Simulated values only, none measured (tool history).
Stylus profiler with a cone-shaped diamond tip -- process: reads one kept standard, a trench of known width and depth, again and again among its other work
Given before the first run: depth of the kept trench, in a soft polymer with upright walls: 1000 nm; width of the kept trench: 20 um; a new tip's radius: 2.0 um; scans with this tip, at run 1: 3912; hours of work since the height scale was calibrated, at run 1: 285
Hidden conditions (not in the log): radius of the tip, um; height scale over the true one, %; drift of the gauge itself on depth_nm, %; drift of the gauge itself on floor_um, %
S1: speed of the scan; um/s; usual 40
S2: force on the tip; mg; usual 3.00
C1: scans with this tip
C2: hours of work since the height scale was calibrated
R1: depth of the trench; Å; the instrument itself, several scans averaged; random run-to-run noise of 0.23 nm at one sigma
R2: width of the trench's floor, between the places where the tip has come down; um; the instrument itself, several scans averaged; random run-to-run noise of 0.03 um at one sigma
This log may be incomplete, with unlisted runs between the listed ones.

Run 1, hour 0.0: usual settings; C1 3912; C2 285. Result: R1 10176.7 Å, R2 16.12 um.
Run 2, hour 21.5: usual settings but S1 21 um/s; C1 4146; C2 302. Result: R1 10178.9 Å, R2 16.13 um.
Run 3, hour 41.7: usual settings but S1 27 um/s; C1 4365; C2 318. Result: R1 10179.2 Å, R2 16.17 um.
Run 4, hour 67.5: usual settings; C1 4646; C2 339. Result: R1 10177.0 Å, R2 16.07 um.
Run 5, hour 84.0: usual settings but S1 93 um/s; C1 4826; C2 352. Result: R1 10176.0 Å, R2 15.95 um.
Run 6, hour 100.6: usual settings but S1 93 um/s; C1 5007; C2 365. Result: R1 10174.4 Å, R2 15.87 um.
Run 7, hour 132.0: usual settings but S1 22 um/s; C1 5348; C2 390. Result: R1 10176.3 Å, R2 16.11 um.
Run 8, hour 160.9: usual settings but S1 22 um/s; C1 5662; C2 413. Result: R1 10170.7 Å, R2 16.10 um.
Run 9, hour 189.7: usual settings but S1 22 um/s; C1 5976; C2 436. Result: R1 10174.6 Å, R2 16.12 um.
Run 10, hour 221.7: usual settings but S1 56 um/s; C1 6324; C2 461. Result: R1 10173.0 Å, R2 15.97 um.
Run 11, hour 244.5: usual settings; C1 6572; C2 479. Result: R1 10166.7 Å, R2 16.00 um.
Run 12, hour 260.1: usual settings; C1 6742; C2 491. Result: R1 10168.5 Å, R2 16.01 um.
Run 13, hour 277.7: usual settings; C1 6933; C2 505. Result: R1 10166.0 Å, R2 15.97 um.
Run 14, hour 295.0: usual settings but S1 122 um/s; C1 7121; C2 519. Result: R1 10168.7 Å, R2 15.64 um.
Run 15, hour 310.1: usual settings but S1 122 um/s; C1 7286; C2 531. Result: R1 10169.8 Å, R2 15.66 um.
Run 16, hour 339.3: usual settings but S1 122 um/s; C1 7604; C2 554. Result: R1 10165.2 Å, R2 15.66 um.
Run 17, hour 358.9: usual settings but S1 122 um/s; C1 7817; C2 570. Result: R1 10165.4 Å, R2 15.65 um.
Run 18, hour 384.3: usual settings but S1 122 um/s; C1 8094; C2 590. Result: R1 10157.8 Å, R2 15.59 um.
Run 19, hour 416.1: usual settings but S1 122 um/s, S2 2.98 mg; C1 8439; C2 615. Result: R1 10159.7 Å, R2 15.60 um.
Run 20, hour 435.5: usual settings but S1 11 um/s, S2 5.67 mg; C1 8651; C2 631. Result: R1 10257.1 Å, R2 15.96 um.
Run 21, hour 468.6: usual settings but S1 11 um/s, S2 5.67 mg; C1 9011; C2 657. Result: R1 10258.8 Å, R2 15.95 um.
Run 22, hour 489.6: usual settings but S1 25 um/s, S2 5.86 mg; C1 9240; C2 674. Result: R1 10263.9 Å, R2 15.95 um.
Run 23, hour 512.5: usual settings but S1 46 um/s, S2 1.38 mg; C1 9488; C2 692. Result: R1 10083.6 Å, R2 15.72 um.
Run 24, hour 543.1: usual settings but S1 52 um/s, S2 6.59 mg; C1 9821; C2 716. Result: R1 10287.9 Å, R2 15.81 um.
Run 25, hour 561.5: usual settings but S1 25 um/s, S2 2.84 mg; C1 10021; C2 731. Result: R1 10148.6 Å, R2 15.85 um.
Run 26, hour 585.9: usual settings but S1 66 um/s, S2 5.46 mg; C1 10287; C2 750. Result: R1 10243.3 Å, R2 15.73 um.
Run 27, hour 615.4: usual settings but S1 14 um/s, S2 1.30 mg; C1 10608; C2 773. Result: R1 10074.8 Å, R2 15.81 um.
Run 28, hour 640.2: usual settings but S1 14 um/s, S2 1.30 mg; C1 10877; C2 793. Result: R1 10075.3 Å, R2 15.77 um.
Run 29, hour 667.0: usual settings but S2 2.37 mg; C1 11170; C2 814. Result: R1 10128.1 Å, R2 15.75 um.
Run 30, hour 681.2: usual settings but S1 15 um/s, S2 5.58 mg; C1 11324; C2 826. Result: R1 10249.2 Å, R2 15.83 um.
Run 31, hour 694.8: usual settings but S1 48 um/s, S2 4.66 mg; C1 11472; C2 836. Result: R1 10215.7 Å, R2 15.74 um.
Run 32, hour 713.8: usual settings but S1 36 um/s, S2 2.09 mg; C1 11679; C2 851. Result: R1 10107.5 Å, R2 15.70 um.
Run 33, hour 740.9: usual settings but S1 36 um/s, S2 2.09 mg; C1 11973; C2 873. Result: R1 10104.6 Å, R2 15.66 um.
Run 34, hour 773.7: usual settings but S1 36 um/s, S2 2.09 mg; C1 12330; C2 899. Result: R1 10103.8 Å, R2 15.64 um.
Run 35, hour 797.8: usual settings but S1 36 um/s, S2 2.09 mg; C1 12592; C2 918. Result: R1 10109.8 Å, R2 15.62 um.
Run 36, hour 811.7: usual settings but S1 16 um/s, S2 1.71 mg; C1 12744; C2 929. Result: R1 10088.2 Å, R2 15.68 um.

Hidden state or all else? Some run-to-run changes of R1, split into what the settings, what came in and random variation would give without the hidden state, and what is left for the hidden state (with any gauge scatter that isn't in both results):
Run 20 -> 21: no setting changed, nothing entered. R1 +1.7 Å: hidden state -1.5, all else +3.2.
Run 22 -> 23: S1 25 -> 46, S2 5.86 -> 1.38. R1 -180.3 Å: hidden state -0.4, all else -179.9.
Run 23 -> 24: S1 46 -> 52, S2 1.38 -> 6.59. R1 +204.3 Å: hidden state -1.9, all else +206.2.
Run 26 -> 27: S1 66 -> 14, S2 5.46 -> 1.30. R1 -168.5 Å: hidden state -0.5, all else -168.0.
Run 33 -> 34: no setting changed, nothing entered. R1 -0.8 Å: hidden state -1.5, all else +0.7.

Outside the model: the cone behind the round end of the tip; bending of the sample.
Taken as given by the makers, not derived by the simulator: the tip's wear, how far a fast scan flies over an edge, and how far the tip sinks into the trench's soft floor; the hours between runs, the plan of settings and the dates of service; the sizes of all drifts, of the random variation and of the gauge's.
